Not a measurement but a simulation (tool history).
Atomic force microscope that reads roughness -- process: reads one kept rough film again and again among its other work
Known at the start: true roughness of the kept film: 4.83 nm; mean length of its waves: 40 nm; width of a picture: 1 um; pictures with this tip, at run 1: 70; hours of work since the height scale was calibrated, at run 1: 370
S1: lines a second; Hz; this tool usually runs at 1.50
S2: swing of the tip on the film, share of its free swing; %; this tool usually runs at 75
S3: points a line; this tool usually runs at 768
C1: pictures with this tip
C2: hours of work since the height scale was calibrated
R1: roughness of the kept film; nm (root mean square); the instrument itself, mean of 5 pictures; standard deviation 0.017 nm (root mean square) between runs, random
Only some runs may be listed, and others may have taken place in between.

run 1 hour=0.0 | S1=1.50 S2=75 S3=768 | C1=70 C2=370 | R1=3.872
run 2 hour=14.4 | S1=1.50 S2=75 S3=768 | C1=99 C2=379 | R1=3.818
run 3 hour=25.1 | S1=1.50 S2=75 S3=768 | C1=120 C2=386 | R1=3.784
run 4 hour=40.3 | S1=1.50 S2=75 S3=768 | C1=150 C2=397 | R1=3.748
run 5 hour=56.0 | S1=1.50 S2=75 S3=768 | C1=181 C2=407 | R1=3.680
run 6 hour=68.0 | S1=1.50 S2=75 S3=768 | C1=204 C2=415 | R1=3.657
run 7 hour=83.0 | S1=1.50 S2=75 S3=768 | C1=234 C2=425 | R1=3.610
run 8 hour=101.0 | S1=1.50 S2=75 S3=768 | C1=269 C2=437 | R1=3.548
-- hour=108.2 new tip fitted
run 9 hour=118.0 | S1=1.50 S2=75 S3=768 | C1=19 C2=448 | R1=3.932
run 10 hour=131.3 | S1=1.50 S2=75 S3=768 | C1=45 C2=457 | R1=3.895
run 11 hour=149.1 | S1=1.50 S2=75 S3=351 | C1=81 C2=469 | R1=3.838
run 12 hour=159.0 | S1=1.50 S2=75 S3=768 | C1=100 C2=475 | R1=3.789
run 13 hour=167.7 | S1=1.50 S2=75 S3=403 | C1=117 C2=481 | R1=3.764
run 14 hour=178.3 | S1=1.50 S2=75 S3=403 | C1=138 C2=488 | R1=3.747
run 15 hour=192.4 | S1=1.50 S2=75 S3=403 | C1=166 C2=497 | R1=3.700
run 16 hour=208.4 | S1=0.70 S2=62 S3=306 | C1=197 C2=508 | R1=3.966
run 17 hour=223.0 | S1=0.70 S2=62 S3=306 | C1=226 C2=518 | R1=3.952
run 18 hour=233.8 | S1=0.70 S2=62 S3=306 | C1=247 C2=525 | R1=3.909
run 19 hour=241.6 | S1=1.50 S2=75 S3=899 | C1=262 C2=530 | R1=3.571
-- hour=251.9 new tip fitted
run 20 hour=251.9 | S1=1.50 S2=59 S3=283 | C1=0 C2=536 | R1=4.247
run 21 hour=262.0 | S1=0.77 S2=75 S3=271 | C1=19 C2=543 | R1=4.146
run 22 hour=272.5 | S1=1.50 S2=78 S3=724 | C1=40 C2=550 | R1=3.822
run 23 hour=282.4 | S1=1.50 S2=78 S3=724 | C1=59 C2=557 | R1=3.789
run 24 hour=289.8 | S1=1.11 S2=71 S3=492 | C1=74 C2=562 | R1=4.047
run 25 hour=305.2 | S1=1.42 S2=66 S3=541 | C1=104 C2=572 | R1=3.932
run 26 hour=313.0 | S1=1.50 S2=65 S3=768 | C1=119 C2=577 | R1=3.945
run 27 hour=323.4 | S1=1.50 S2=66 S3=528 | C1=140 C2=584 | R1=3.933

Below are 3 alternative next runs, each starting from the tool's condition after run 27. Predict each:
run A hour=334.4 | S1=0.83 S2=65 S3=902 | C1=162 C2=591 | R1=?
run B hour=334.4 | S1=0.53 S2=79 S3=528 | C1=162 C2=591 | R1=?
run C hour=334.4 | S1=3.57 S2=80 S3=399 | C1=162 C2=591 | R1=?

run=A R1=3.995
run=B R1=3.938
run=C R1=2.956
Stripped of hidden state, with their random variation kept, the same runs would have yielded:
run=A R1=4.365
run=B R1=4.301
run=C R1=3.229
